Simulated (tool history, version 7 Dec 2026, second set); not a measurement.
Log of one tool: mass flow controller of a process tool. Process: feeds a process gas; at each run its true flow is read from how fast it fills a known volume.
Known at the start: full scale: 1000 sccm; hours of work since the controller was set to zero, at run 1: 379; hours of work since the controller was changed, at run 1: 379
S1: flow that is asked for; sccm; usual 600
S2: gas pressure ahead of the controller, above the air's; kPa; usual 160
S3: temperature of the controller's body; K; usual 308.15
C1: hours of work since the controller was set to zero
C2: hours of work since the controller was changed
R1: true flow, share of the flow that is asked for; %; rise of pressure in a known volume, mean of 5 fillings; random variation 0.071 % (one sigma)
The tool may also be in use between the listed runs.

| run | hour | S1 | S2 | S3 | C1 | C2 | R1 |
|---|---|---|---|---|---|---|---|
| 1 | 0.0 | 600 | 160 | 308.15 | 379 | 379 | 100.32 |
| 2 | 356.1 | 600 | 160 | 308.15 | 503 | 503 | 100.46 |
| 3 | 596.5 | 600 | 160 | 308.15 | 586 | 586 | 100.49 |
| 4 | 874.3 | 600 | 160 | 308.15 | 682 | 682 | 100.44 |
| 5 | 1038.5 | 600 | 160 | 308.15 | 739 | 739 | 100.64 |
| 6 | 1293.2 | 600 | 160 | 308.15 | 828 | 828 | 100.74 |
| 7 | 1536.1 | 600 | 160 | 308.15 | 912 | 912 | 100.70 |
| 8 | 1747.1 | 600 | 160 | 308.15 | 985 | 985 | 100.77 |
| 9 | 1970.5 | 600 | 160 | 308.15 | 1062 | 1062 | 100.93 |
| 10 | 2159.7 | 792 | 254 | 296.15 | 1128 | 1128 | 99.62 |
|  | 2180.7 | controller's zero set anew |
| 11 | 2313.6 | 600 | 176 | 308.15 | 46 | 1181 | 101.00 |
| 12 | 2459.0 | 600 | 176 | 308.15 | 97 | 1232 | 101.18 |
| 13 | 2749.1 | 471 | 176 | 308.15 | 197 | 1332 | 101.27 |
| 14 | 3083.0 | 209 | 151 | 308.15 | 313 | 1448 | 102.52 |
| 15 | 3411.3 | 600 | 261 | 308.15 | 427 | 1562 | 100.71 |
| 16 | 3772.3 | 193 | 160 | 309.15 | 552 | 1687 | 103.22 |
|  | 3798.9 | controller's zero set anew, once more |
| 17 | 3953.7 | 628 | 271 | 308.15 | 54 | 1750 | 99.65 |
| 18 | 4142.0 | 100 | 271 | 300.15 | 119 | 1815 | 98.15 |

3 ways to go on from here, each from the tool as it stands after run 18. What would each give?
| A | 4420.0 | 100 | 216 | 296.15 | 215 | 1911 | ? |
| B | 4420.0 | 100 | 146 | 299.15 | 215 | 1911 | ? |
| C | 4420.0 | 243 | 271 | 300.15 | 215 | 1911 | ? |

| run | R1 |
|---|---|
| A | 98.73 |
| B | 99.52 |
| C | 98.35 |
Without the tool's hidden state the same runs would have given:
| run | R1 |
|---|---|
| A | 97.30 |
| B | 98.09 |
| C | 97.51 |
